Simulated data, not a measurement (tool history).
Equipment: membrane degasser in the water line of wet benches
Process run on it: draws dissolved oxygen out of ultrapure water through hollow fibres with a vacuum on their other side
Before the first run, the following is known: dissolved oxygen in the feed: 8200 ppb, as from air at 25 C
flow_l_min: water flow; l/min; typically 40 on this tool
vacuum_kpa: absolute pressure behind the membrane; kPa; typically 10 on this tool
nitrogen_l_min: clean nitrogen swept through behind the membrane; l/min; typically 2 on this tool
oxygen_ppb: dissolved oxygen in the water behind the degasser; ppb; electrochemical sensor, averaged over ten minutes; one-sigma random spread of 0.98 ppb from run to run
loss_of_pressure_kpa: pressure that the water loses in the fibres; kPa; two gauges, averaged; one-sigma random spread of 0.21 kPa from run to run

| run | day | flow_l_min | vacuum_kpa | nitrogen_l_min | oxygen_ppb | loss_of_pressure_kpa |
|---|---|---|---|---|---|---|
| 1 | 0 | 40 | 10 | 2 | 300.9 | 51.22 |
| 2 | 1.708 | 40 | 10 | 2 | 301.9 | 50.72 |
| 3 | 2.996 | 40 | 10 | 2 | 300.7 | 50.82 |
| 4 | 4.104 | 40 | 10 | 2 | 303.1 | 50.72 |
| 5 | 5.488 | 40 | 10 | 2 | 301.7 | 50.8 |
| 6 | 6.717 | 40 | 16.1 | 2 | 553.1 | 50.86 |
| 7 | 8.779 | 33 | 10 | 2 | 253.6 | 41.94 |
| 8 | 10.038 | 33 | 10 | 2 | 253 | 42.2 |
| 9 | 11.708 | 40 | 10 | 2 | 304.2 | 50.79 |
| 10 | 13.825 | 40 | 7 | 2 | 176.8 | 50.9 |
| 11 | 16.217 | 40 | 10 | 1.47 | 395.7 | 50.87 |
| 12 | 17.917 | 40 | 10 | 1.47 | 396.1 | 50.6 |
| 13 | 20.367 | 40 | 10 | 1.47 | 395.4 | 50.83 |
| 14 | 22.092 | 40 | 10 | 2 | 307.8 | 50.95 |
| 15 | 23.6 | 40 | 10 | 2 | 307.7 | 50.6 |
| 16 | 24.879 | 40 | 10 | 2.09 | 296.2 | 50.87 |
| 17 | 27.1 | 32 | 10 | 2 | 250.7 | 40.96 |
| 18 | 28.475 | 40 | 6.5 | 4.36 | 81.4 | 50.94 |
| 19 | 29.579 | 36 | 10.1 | 0.92 | 537.6 | 45.78 |
|  | 31.15 | gauge calibrated |
| 20 | 32.017 | 40 | 10 | 2.07 | 292.3 | 50.66 |
| 21 | 33.292 | 40 | 11.8 | 4.2 | 198.4 | 50.95 |
| 22 | 35.05 | 47 | 11.8 | 4.2 | 235.8 | 59.94 |
| 23 | 37.479 | 47 | 10.1 | 4.2 | 194.8 | 59.57 |
| 24 | 39.254 | 59 | 6.9 | 1.7 | 303.3 | 74.84 |
| 25 | 40.992 | 40 | 9.3 | 2.01 | 273.2 | 50.88 |
| 26 | 43.392 | 42 | 9.3 | 3.5 | 179 | 53.37 |
| 27 | 44.996 | 40 | 10 | 4.28 | 157.9 | 51.1 |
| 28 | 47.325 | 51 | 14.2 | 5.9 | 247.8 | 64.63 |
| 29 | 48.642 | 40 | 20.7 | 3.42 | 470 | 50.66 |
| 30 | 50.146 | 51 | 6.5 | 2.12 | 197 | 65.33 |
| 31 | 52.121 | 46 | 6.5 | 0.84 | 350.1 | 58.66 |
| 32 | 54.438 | 26 | 6.1 | 2.14 | 84 | 33.3 |
| 33 | 56.121 | 33 | 6.2 | 4.72 | 54 | 42.19 |

Each row is a separate what-if for the run after 33, all from the same tool condition, not one after another. Results?
| A | 57.833 | 25 | 16.6 | 4.19 | ? | ? |
| B | 57.833 | 33 | 9 | 4.34 | ? | ? |
| C | 57.833 | 56 | 6.3 | 2 | ? | ? |

| run | oxygen_ppb | loss_of_pressure_kpa |
|---|---|---|
| A | 194.7 | 31.89 |
| B | 109.7 | 42.25 |
| C | 222.1 | 71.02 |
Without the tool's unlogged condition, the same runs would have read:
| run | oxygen_ppb | loss_of_pressure_kpa |
|---|---|---|
| A | 189.8 | 31.88 |
| B | 106.8 | 42.23 |
| C | 216.3 | 71 |

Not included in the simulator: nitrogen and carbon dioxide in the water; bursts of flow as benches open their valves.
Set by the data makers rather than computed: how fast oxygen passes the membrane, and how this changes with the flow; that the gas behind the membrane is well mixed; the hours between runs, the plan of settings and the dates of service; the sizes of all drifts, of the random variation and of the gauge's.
